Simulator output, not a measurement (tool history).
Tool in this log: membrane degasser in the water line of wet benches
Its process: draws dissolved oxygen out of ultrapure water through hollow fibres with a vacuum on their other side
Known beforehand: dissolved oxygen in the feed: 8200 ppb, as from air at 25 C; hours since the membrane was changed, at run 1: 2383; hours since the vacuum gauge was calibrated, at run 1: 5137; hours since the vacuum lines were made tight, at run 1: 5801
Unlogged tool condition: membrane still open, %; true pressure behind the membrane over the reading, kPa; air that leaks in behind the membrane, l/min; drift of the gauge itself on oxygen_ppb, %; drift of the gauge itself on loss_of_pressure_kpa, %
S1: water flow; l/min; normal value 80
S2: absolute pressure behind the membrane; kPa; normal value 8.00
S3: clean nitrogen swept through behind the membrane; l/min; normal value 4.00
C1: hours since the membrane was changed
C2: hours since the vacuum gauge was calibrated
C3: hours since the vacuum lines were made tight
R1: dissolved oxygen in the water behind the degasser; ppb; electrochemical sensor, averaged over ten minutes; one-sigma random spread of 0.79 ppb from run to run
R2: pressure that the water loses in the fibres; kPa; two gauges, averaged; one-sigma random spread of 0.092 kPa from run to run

| run | hour | S1 | S2 | S3 | C1 | C2 | C3 | R1 | R2 |
|---|---|---|---|---|---|---|---|---|---|
| 1 | 0.0 | 80 | 8.00 | 4.00 | 2383 | 5137 | 5801 | 229.8 | 32.35 |
| 2 | 43.8 | 80 | 8.00 | 4.00 | 2427 | 5181 | 5845 | 229.0 | 32.45 |
| 3 | 117.3 | 80 | 8.00 | 4.00 | 2501 | 5255 | 5918 | 229.1 | 32.41 |
| 4 | 210.8 | 80 | 8.00 | 4.00 | 2594 | 5348 | 6012 | 232.0 | 32.36 |
| 5 | 255.2 | 49 | 8.00 | 4.00 | 2639 | 5393 | 6056 | 138.9 | 19.97 |
| 6 | 326.7 | 49 | 8.00 | 4.00 | 2710 | 5464 | 6127 | 139.0 | 19.88 |
| 7 | 425.1 | 49 | 8.00 | 4.00 | 2809 | 5563 | 6226 | 139.0 | 19.75 |
| 8 | 476.4 | 49 | 8.00 | 4.00 | 2860 | 5614 | 6277 | 138.9 | 19.99 |
| 9 | 555.7 | 49 | 8.00 | 4.00 | 2939 | 5693 | 6356 | 140.4 | 19.96 |
| 10 | 634.4 | 96 | 8.00 | 4.00 | 3018 | 5772 | 6435 | 286.7 | 38.78 |
| 11 | 708.4 | 96 | 8.00 | 4.00 | 3092 | 5846 | 6509 | 288.8 | 38.88 |
| 12 | 790.7 | 80 | 5.42 | 4.00 | 3174 | 5928 | 6591 | 122.1 | 32.41 |
| 13 | 866.7 | 48 | 8.00 | 4.00 | 3250 | 6004 | 6667 | 138.4 | 19.45 |
| 14 | 963.2 | 48 | 8.00 | 4.00 | 3347 | 6101 | 6764 | 138.2 | 19.38 |
| 15 | 1004.4 | 48 | 8.00 | 4.00 | 3388 | 6142 | 6805 | 138.3 | 19.40 |
| 16 | 1053.5 | 48 | 8.00 | 4.00 | 3437 | 6191 | 6854 | 139.9 | 19.45 |
|  | 1075.5 | gauge calibrated |
| 17 | 1117.6 | 48 | 8.00 | 4.00 | 3501 | 6255 | 6918 | 135.5 | 19.38 |
| 18 | 1190.3 | 63 | 16.14 | 3.45 | 3574 | 6328 | 6991 | 512.8 | 25.71 |
| 19 | 1242.1 | 59 | 6.84 | 3.46 | 3626 | 6380 | 7043 | 146.3 | 23.86 |

Estimate the outcome of run 20 from the log above:
| 20 | 1302.8 | 124 | 8.00 | 1.67 | 3686 | 6440 | 7104 | ? | ? |

{"run 20": {"R1": 658.9, "R2": 50.13}}
Were there no unlogged condition in the tool, this run, its random variation unchanged, would have produced R1 654.7 ppb, R2 50.12 kPa.
